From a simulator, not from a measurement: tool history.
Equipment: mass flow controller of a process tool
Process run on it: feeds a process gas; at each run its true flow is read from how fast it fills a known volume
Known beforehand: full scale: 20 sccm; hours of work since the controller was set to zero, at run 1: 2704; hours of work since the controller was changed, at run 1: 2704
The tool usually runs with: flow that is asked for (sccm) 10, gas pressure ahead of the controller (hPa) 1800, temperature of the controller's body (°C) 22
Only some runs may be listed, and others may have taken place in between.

run	hour	flow that is asked for (sccm)	gas pressure ahead of the controller (hPa)	temperature of the controller's body (°C)	hours of work since the controller was set to zero	hours of work since the controller was changed	true flow (%)
1	0.0	10	1800	22	2704	2704	98.72
2	45.2	10	1800	22	2726	2726	98.61
3	113.1	10	1800	38	2758	2758	97.77
4	167.9	10	1800	38	2785	2785	97.67
5	263.5	10	1800	38	2830	2830	97.80
6	323.9	10	1800	38	2859	2859	97.95
7	390.6	10	1800	22	2891	2891	98.98
8	496.6	10	1520	22	2942	2942	98.84
9	574.1	10	1520	22	2980	2980	98.96
10	674.5	10	1520	22	3028	3028	99.03
11	738.7	10	1520	22	3058	3058	99.07
12	786.6	12	1800	22	3081	3081	99.53
13	844.6	10	1800	22	3109	3109	99.41
14	904.2	10	1800	25	3138	3138	99.18
15	989.6	15	1800	22	3179	3179	100.12
16	1079.1	10	2050	22	3222	3222	99.54
17	1184.4	6	1800	22	3272	3272	98.90
18	1255.6	6	1800	22	3307	3307	99.03
19	1344.2	6	1800	22	3349	3349	99.02
20	1409.0	6	1800	22	3380	3380	99.04
21	1465.6	10	2290	22	3407	3407	100.00
22	1571.6	10	2290	22	3458	3458	100.17
23	1621.3	10	2290	26	3482	3482	99.87
24	1714.1	9	2290	26	3527	3527	99.72
25	1757.1	9	2290	26	3547	3547	99.74
26	1834.8	9	2290	26	3584	3584	99.89
27	1891.9	9	2290	26	3612	3612	99.76
28	1939.1	5	1540	30	3634	3634	98.62
29	1985.9	3	1970	31	3657	3657	98.58
30	2058.8	3	1970	31	3692	3692	98.54
31	2142.5	3	1970	31	3732	3732	98.70
32	2236.6	3	1970	35	3777	3777	98.51
33	2328.1	10	1430	22	3821	3821	100.17
34	2394.7	10	1430	22	3853	3853	100.24
35	2452.9	10	2510	21	3881	3881	100.81
36	2545.2	10	2510	21	3925	3925	100.94
37	2647.9	3	1900	26	3975	3975	99.47
38	2705.0	7	1810	26	4002	4002	100.04
39	2781.0	2	2770	35	4039	4039	99.13
40	2847.2	10	1730	22	4070	4070	100.71
41	2908.5	10	1730	22	4100	4100	100.91
42	2967.4	13	2040	21	4128	4128	101.43
# hour 3028.8: gauge calibrated
43	3070.3	5	1700	35	4177	4177	97.07
44	3115.6	5	1700	24	4199	4199	97.74
45	3210.1	3	1900	22	4244	4244	97.85
46	3254.1	3	1900	22	4266	4266	98.01
47	3335.3	9	2370	36	4304	4304	98.21
48	3411.0	9	2370	36	4341	4341	98.11
49	3504.9	16	2130	36	4386	4386	99.07

Take each entry between the runs: how does the hidden state at the last listed run before it differ from the hidden state at the first listed run after it?
Run 42 -> run 43: gauge calibrated (hour 3028.8)
  drift of the gauge itself on true_pct, %: 2.16 -> 0.03
  measured minus no-state result, true flow (%): +2.15 -> +0.04

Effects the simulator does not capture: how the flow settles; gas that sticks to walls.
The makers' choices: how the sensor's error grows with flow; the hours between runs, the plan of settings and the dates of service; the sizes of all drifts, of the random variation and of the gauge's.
